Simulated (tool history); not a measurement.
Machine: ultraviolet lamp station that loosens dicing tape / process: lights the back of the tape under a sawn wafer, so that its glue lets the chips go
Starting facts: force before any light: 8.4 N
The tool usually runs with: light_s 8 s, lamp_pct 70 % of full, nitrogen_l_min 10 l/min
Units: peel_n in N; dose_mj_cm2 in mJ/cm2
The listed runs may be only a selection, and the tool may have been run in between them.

run 1 hour=0 | light_s=8 lamp_pct=70 nitrogen_l_min=10 | peel_n=1.196 dose_mj_cm2=255
run 2 hour=9.4 | light_s=8 lamp_pct=70 nitrogen_l_min=10 | peel_n=1.198 dose_mj_cm2=250
run 3 hour=17.8 | light_s=8 lamp_pct=70 nitrogen_l_min=10 | peel_n=1.236 dose_mj_cm2=253
run 4 hour=23.9 | light_s=8 lamp_pct=70 nitrogen_l_min=10 | peel_n=1.268 dose_mj_cm2=256
run 5 hour=35.8 | light_s=8 lamp_pct=70 nitrogen_l_min=10 | peel_n=1.201 dose_mj_cm2=253
run 6 hour=47.5 | light_s=8 lamp_pct=70 nitrogen_l_min=10 | peel_n=1.205 dose_mj_cm2=253
run 7 hour=53.5 | light_s=10 lamp_pct=70 nitrogen_l_min=10 | peel_n=0.765 dose_mj_cm2=316
run 8 hour=58.6 | light_s=10 lamp_pct=70 nitrogen_l_min=10 | peel_n=0.79 dose_mj_cm2=313
run 9 hour=69.8 | light_s=10 lamp_pct=70 nitrogen_l_min=10 | peel_n=0.812 dose_mj_cm2=316
run 10 hour=80.9 | light_s=10 lamp_pct=70 nitrogen_l_min=10 | peel_n=0.769 dose_mj_cm2=313
run 11 hour=86.4 | light_s=10 lamp_pct=70 nitrogen_l_min=10 | peel_n=0.784 dose_mj_cm2=315
run 12 hour=93.3 | light_s=8 lamp_pct=98 nitrogen_l_min=10 | peel_n=0.617 dose_mj_cm2=351
run 13 hour=99.3 | light_s=8 lamp_pct=98 nitrogen_l_min=10 | peel_n=0.625 dose_mj_cm2=350
run 14 hour=107.6 | light_s=8 lamp_pct=70 nitrogen_l_min=11 | peel_n=1.155 dose_mj_cm2=246
run 15 hour=113.9 | light_s=8 lamp_pct=70 nitrogen_l_min=11 | peel_n=1.153 dose_mj_cm2=249
run 16 hour=120.8 | light_s=8 lamp_pct=70 nitrogen_l_min=11 | peel_n=1.169 dose_mj_cm2=249
run 17 hour=127.1 | light_s=8 lamp_pct=70 nitrogen_l_min=17 | peel_n=0.924 dose_mj_cm2=249
run 18 hour=139.2 | light_s=6 lamp_pct=70 nitrogen_l_min=17 | peel_n=1.547 dose_mj_cm2=192
run 19 hour=146.3 | light_s=8 lamp_pct=70 nitrogen_l_min=10 | peel_n=1.235 dose_mj_cm2=246
run 20 hour=158.8 | light_s=8 lamp_pct=70 nitrogen_l_min=10 | peel_n=1.264 dose_mj_cm2=245
run 21 hour=166.6 | light_s=7 lamp_pct=70 nitrogen_l_min=10 | peel_n=1.601 dose_mj_cm2=218
run 22 hour=177.2 | light_s=8 lamp_pct=86 nitrogen_l_min=10 | peel_n=0.801 dose_mj_cm2=305
run 23 hour=186 | light_s=11 lamp_pct=70 nitrogen_l_min=6 | peel_n=1.022 dose_mj_cm2=339
-- hour=187 window cleaned of glue's vapour
run 24 hour=197.5 | light_s=8 lamp_pct=94 nitrogen_l_min=10 | peel_n=0.711 dose_mj_cm2=332
run 25 hour=205.5 | light_s=8 lamp_pct=94 nitrogen_l_min=10 | peel_n=0.684 dose_mj_cm2=327
run 26 hour=215.4 | light_s=12 lamp_pct=79 nitrogen_l_min=5 | peel_n=0.723 dose_mj_cm2=414
run 27 hour=227.8 | light_s=10 lamp_pct=66 nitrogen_l_min=3 | peel_n=1.986 dose_mj_cm2=286
-- hour=237.7 window cleaned of glue's vapour, once more
run 28 hour=239 | light_s=10 lamp_pct=66 nitrogen_l_min=3 | peel_n=1.92 dose_mj_cm2=293
run 29 hour=246.6 | light_s=7 lamp_pct=75 nitrogen_l_min=4 | peel_n=2.296 dose_mj_cm2=235
run 30 hour=254.7 | light_s=7 lamp_pct=75 nitrogen_l_min=4 | peel_n=2.349 dose_mj_cm2=236
run 31 hour=261.2 | light_s=7 lamp_pct=75 nitrogen_l_min=4 | peel_n=2.285 dose_mj_cm2=233
run 32 hour=272.5 | light_s=8 lamp_pct=93 nitrogen_l_min=10 | peel_n=0.691 dose_mj_cm2=327
run 33 hour=281.9 | light_s=8 lamp_pct=93 nitrogen_l_min=10 | peel_n=0.693 dose_mj_cm2=329
run 34 hour=294 | light_s=8 lamp_pct=93 nitrogen_l_min=10 | peel_n=0.707 dose_mj_cm2=326
run 35 hour=305.1 | light_s=8 lamp_pct=70 nitrogen_l_min=14 | peel_n=1.02 dose_mj_cm2=247
run 36 hour=316 | light_s=8 lamp_pct=70 nitrogen_l_min=14 | peel_n=1.073 dose_mj_cm2=245
run 37 hour=322.3 | light_s=8 lamp_pct=70 nitrogen_l_min=14 | peel_n=1.069 dose_mj_cm2=247
run 38 hour=331 | light_s=8 lamp_pct=77 nitrogen_l_min=12 | peel_n=0.94 dose_mj_cm2=268
run 39 hour=338.1 | light_s=8 lamp_pct=70 nitrogen_l_min=10 | peel_n=1.259 dose_mj_cm2=245
run 40 hour=343.5 | light_s=5 lamp_pct=68 nitrogen_l_min=10 | peel_n=2.629 dose_mj_cm2=148
run 41 hour=353.6 | light_s=5 lamp_pct=68 nitrogen_l_min=10 | peel_n=2.625 dose_mj_cm2=148
run 42 hour=361.4 | light_s=4 lamp_pct=90 nitrogen_l_min=4 | peel_n=3.505 dose_mj_cm2=160
run 43 hour=368.9 | light_s=6 lamp_pct=98 nitrogen_l_min=6 | peel_n=1.61 dose_mj_cm2=253

Difference, measured minus no-hidden-state, one row per run. Run-to-run variation is common to both terms; the gauge's own scatter need not be:
The tool's hidden condition here consists of: lamp's light, % of a new lamp's; light that the window lets through, % of a clean one's; drift of the gauge itself on peel_n, %; drift of the gauge itself on dose_mj_cm2, %.
run=1 peel_n=+0.054 dose_mj_cm2=-6
run=2 peel_n=+0.057 dose_mj_cm2=-7
run=3 peel_n=+0.06 dose_mj_cm2=-6
run=4 peel_n=+0.063 dose_mj_cm2=-7
run=5 peel_n=+0.063 dose_mj_cm2=-8
run=6 peel_n=+0.066 dose_mj_cm2=-8
run=7 peel_n=+0.051 dose_mj_cm2=-9
run=8 peel_n=+0.053 dose_mj_cm2=-9
run=9 peel_n=+0.058 dose_mj_cm2=-10
run=10 peel_n=+0.057 dose_mj_cm2=-10
run=11 peel_n=+0.059 dose_mj_cm2=-11
run=12 peel_n=+0.051 dose_mj_cm2=-13
run=13 peel_n=+0.053 dose_mj_cm2=-12
run=14 peel_n=+0.079 dose_mj_cm2=-10
run=15 peel_n=+0.081 dose_mj_cm2=-10
run=16 peel_n=+0.083 dose_mj_cm2=-10
run=17 peel_n=+0.074 dose_mj_cm2=-9
run=18 peel_n=+0.1 dose_mj_cm2=-7
run=19 peel_n=+0.092 dose_mj_cm2=-11
run=20 peel_n=+0.097 dose_mj_cm2=-11
run=21 peel_n=+0.111 dose_mj_cm2=-10
run=22 peel_n=+0.076 dose_mj_cm2=-14
run=23 peel_n=+0.093 dose_mj_cm2=-16
run=24 peel_n=+0.088 dose_mj_cm2=-19
run=25 peel_n=+0.087 dose_mj_cm2=-19
run=26 peel_n=+0.092 dose_mj_cm2=-25
run=27 peel_n=+0.166 dose_mj_cm2=-18
run=28 peel_n=+0.104 dose_mj_cm2=-11
run=29 peel_n=+0.112 dose_mj_cm2=-9
run=30 peel_n=+0.118 dose_mj_cm2=-9
run=31 peel_n=+0.116 dose_mj_cm2=-9
run=32 peel_n=+0.065 dose_mj_cm2=-14
run=33 peel_n=+0.066 dose_mj_cm2=-15
run=34 peel_n=+0.069 dose_mj_cm2=-15
run=35 peel_n=+0.09 dose_mj_cm2=-11
run=36 peel_n=+0.097 dose_mj_cm2=-11
run=37 peel_n=+0.098 dose_mj_cm2=-12
run=38 peel_n=+0.092 dose_mj_cm2=-14
run=39 peel_n=+0.11 dose_mj_cm2=-12
run=40 peel_n=+0.148 dose_mj_cm2=-7
run=41 peel_n=+0.151 dose_mj_cm2=-8
run=42 peel_n=+0.159 dose_mj_cm2=-9
run=43 peel_n=+0.136 dose_mj_cm2=-14

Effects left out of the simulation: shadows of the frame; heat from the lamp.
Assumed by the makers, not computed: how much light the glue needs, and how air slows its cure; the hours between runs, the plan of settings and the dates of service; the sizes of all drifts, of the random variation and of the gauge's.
